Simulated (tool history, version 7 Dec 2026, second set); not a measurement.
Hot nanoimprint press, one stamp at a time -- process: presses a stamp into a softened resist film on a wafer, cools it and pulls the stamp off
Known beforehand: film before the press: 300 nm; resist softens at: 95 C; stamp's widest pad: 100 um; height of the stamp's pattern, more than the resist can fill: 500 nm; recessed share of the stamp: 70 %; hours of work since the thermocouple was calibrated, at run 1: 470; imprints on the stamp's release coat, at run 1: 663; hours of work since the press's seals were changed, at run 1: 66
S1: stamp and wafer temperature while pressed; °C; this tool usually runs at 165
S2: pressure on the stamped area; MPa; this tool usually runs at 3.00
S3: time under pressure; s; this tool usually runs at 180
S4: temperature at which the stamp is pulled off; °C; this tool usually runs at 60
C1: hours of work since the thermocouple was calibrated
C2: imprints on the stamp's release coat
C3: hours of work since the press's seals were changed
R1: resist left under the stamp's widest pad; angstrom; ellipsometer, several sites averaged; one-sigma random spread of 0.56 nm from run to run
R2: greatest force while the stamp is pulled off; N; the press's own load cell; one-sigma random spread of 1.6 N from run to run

Run 1, hour 0.0: usual settings; C1 470; C2 663; C3 66. Result: R1 1326 angstrom, R2 99 N.
Run 2, hour 6.4: usual settings but S2 4.64 MPa; C1 475; C2 691; C3 71. Result: R1 1056 angstrom, R2 96 N.
Run 3, hour 11.4: usual settings; C1 479; C2 713; C3 74. Result: R1 1334 angstrom, R2 97 N.
Run 4, hour 16.9: usual settings; C1 483; C2 737; C3 79. Result: R1 1340 angstrom, R2 103 N.
Run 5, hour 23.8: usual settings; C1 488; C2 768; C3 84. Result: R1 1342 angstrom, R2 98 N.
Run 6, hour 32.6: usual settings; C1 495; C2 807; C3 91. Result: R1 1339 angstrom, R2 100 N.
Run 7, hour 38.3: usual settings; C1 499; C2 832; C3 95. Result: R1 1350 angstrom, R2 101 N.
Run 8, hour 47.2: usual settings but S1 176 °C, S3 175 s, S4 66 °C; C1 506; C2 871; C3 102. Result: R1 947 angstrom, R2 82 N.
Run 9, hour 52.7: usual settings but S1 176 °C, S3 175 s, S4 66 °C; C1 511; C2 895; C3 106. Result: R1 933 angstrom, R2 82 N.
Run 10, hour 60.1: usual settings but S1 154 °C, S2 4.61 MPa, S3 171 s, S4 66 °C; C1 516; C2 928; C3 112. Result: R1 1647 angstrom, R2 82 N.
Run 11, hour 67.2: usual settings but S1 166 °C, S2 2.49 MPa, S3 115 s; C1 522; C2 959; C3 118. Result: R1 1647 angstrom, R2 97 N.
Run 12, hour 75.3: usual settings but S1 166 °C, S2 2.02 MPa, S3 200 s; C1 528; C2 995; C3 124. Result: R1 1536 angstrom, R2 99 N.
At hour 79.1: plate thermocouple calibrated.
Run 13, hour 85.2: usual settings but S1 166 °C, S2 2.02 MPa, S3 200 s; C1 5; C2 1025; C3 129. Result: R1 1528 angstrom, R2 98 N.

Consider 3 possible next runs. They are alternatives, not a sequence: every one starts from the tool as it was left by run 13. What does each give?
Run A, hour 89.7: usual settings but S1 159 °C, S3 231 s, S4 57 °C; C1 8; C2 1045; C3 133. Result: R1 ?, R2 ?.
Run B, hour 89.7: usual settings but S1 161 °C, S2 2.02 MPa, S3 132 s, S4 58 °C; C1 8; C2 1045; C3 133. Result: R1 ?, R2 ?.
Run C, hour 89.7: usual settings but S1 166 °C, S3 137 s, S4 59 °C; C1 8; C2 1045; C3 133. Result: R1 ?, R2 ?.

run    R1   R2
  A  1530  110
  B  2014  106
  C  1436  103
With no hidden state in the tool, these same runs would have given:
run    R1   R2
  A  1512  109
  B  1991  105
  C  1419  103
